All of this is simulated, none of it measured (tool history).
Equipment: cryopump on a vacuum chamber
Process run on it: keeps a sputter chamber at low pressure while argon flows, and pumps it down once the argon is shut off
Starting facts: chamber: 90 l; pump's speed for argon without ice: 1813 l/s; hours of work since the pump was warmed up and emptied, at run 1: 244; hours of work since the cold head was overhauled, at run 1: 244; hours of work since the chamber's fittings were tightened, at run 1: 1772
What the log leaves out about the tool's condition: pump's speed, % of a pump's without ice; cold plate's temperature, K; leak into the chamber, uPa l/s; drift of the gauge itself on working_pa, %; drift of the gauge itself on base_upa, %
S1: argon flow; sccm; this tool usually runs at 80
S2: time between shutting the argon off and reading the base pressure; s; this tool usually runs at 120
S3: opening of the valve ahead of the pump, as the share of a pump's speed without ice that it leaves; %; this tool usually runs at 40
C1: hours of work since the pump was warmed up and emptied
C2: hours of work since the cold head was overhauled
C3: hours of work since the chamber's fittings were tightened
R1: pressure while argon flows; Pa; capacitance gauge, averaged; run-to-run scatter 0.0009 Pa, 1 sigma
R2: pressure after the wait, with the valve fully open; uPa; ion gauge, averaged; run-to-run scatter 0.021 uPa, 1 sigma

run 1 hour=0 | S1=80 S2=120 S3=40 | C1=244 C2=244 C3=1772 | R1=0.1953 R2=1.74
run 2 hour=33.1 | S1=80 S2=120 S3=40 | C1=272 C2=272 C3=1800 | R1=0.1961 R2=1.73
run 3 hour=67.4 | S1=80 S2=120 S3=38 | C1=302 C2=302 C3=1829 | R1=0.2069 R2=1.76
run 4 hour=92.7 | S1=80 S2=120 S3=38 | C1=323 C2=323 C3=1850 | R1=0.209 R2=1.84
run 5 hour=112.2 | S1=80 S2=120 S3=30 | C1=340 C2=340 C3=1867 | R1=0.264 R2=1.8
run 6 hour=146.7 | S1=80 S2=120 S3=30 | C1=369 C2=369 C3=1896 | R1=0.264 R2=1.89
run 7 hour=183.1 | S1=80 S2=41 S3=40 | C1=400 C2=400 C3=1927 | R1=0.2029 R2=2.43
-- hour=219.3 pump warmed up, emptied and cooled again
run 8 hour=225.3 | S1=80 S2=120 S3=40 | C1=5 C2=432 C3=1959 | R1=0.1874 R2=1.66
run 9 hour=259.6 | S1=80 S2=120 S3=17 | C1=34 C2=461 C3=1988 | R1=0.4447 R2=1.74
run 10 hour=281.9 | S1=80 S2=20 S3=30 | C1=53 C2=480 C3=2007 | R1=0.2477 R2=3.05
run 11 hour=301.5 | S1=33 S2=81 S3=39 | C1=70 C2=496 C3=2024 | R1=0.0805 R2=1.88
run 12 hour=327.9 | S1=156 S2=62 S3=44 | C1=92 C2=519 C3=2046 | R1=0.3388 R2=2.06
run 13 hour=363.1 | S1=156 S2=96 S3=44 | C1=122 C2=549 C3=2076 | R1=0.3419 R2=1.92
run 14 hour=387.6 | S1=88 S2=96 S3=35 | C1=143 C2=570 C3=2097 | R1=0.2405 R2=1.97
run 15 hour=403.6 | S1=88 S2=96 S3=35 | C1=157 C2=583 C3=2110 | R1=0.2414 R2=2.05

Here are 5 independent what-if runs from the current tool condition. What would each one return?
run A hour=419.7 | S1=102 S2=27 S3=40 | C1=170 C2=597 C3=2124 | R1=? R2=?
run B hour=419.7 | S1=80 S2=120 S3=30 | C1=170 C2=597 C3=2124 | R1=? R2=?
run C hour=419.7 | S1=61 S2=63 S3=42 | C1=170 C2=597 C3=2124 | R1=? R2=?
run D hour=419.7 | S1=38 S2=69 S3=15 | C1=170 C2=597 C3=2124 | R1=? R2=?
run E hour=419.7 | S1=54 S2=96 S3=30 | C1=170 C2=597 C3=2124 | R1=? R2=?

run=A R1=0.2476 R2=2.77
run=B R1=0.2575 R2=1.91
run=C R1=0.1407 R2=2.14
run=D R1=0.2403 R2=2.06
run=E R1=0.1719 R2=1.98
Had the tool no hidden state, the same runs would have come out as:
run=A R1=0.2382 R2=1.26
run=B R1=0.2502 R2=0.38
run=C R1=0.1351 R2=0.63
run=D R1=0.2369 R2=0.56
run=E R1=0.167 R2=0.46

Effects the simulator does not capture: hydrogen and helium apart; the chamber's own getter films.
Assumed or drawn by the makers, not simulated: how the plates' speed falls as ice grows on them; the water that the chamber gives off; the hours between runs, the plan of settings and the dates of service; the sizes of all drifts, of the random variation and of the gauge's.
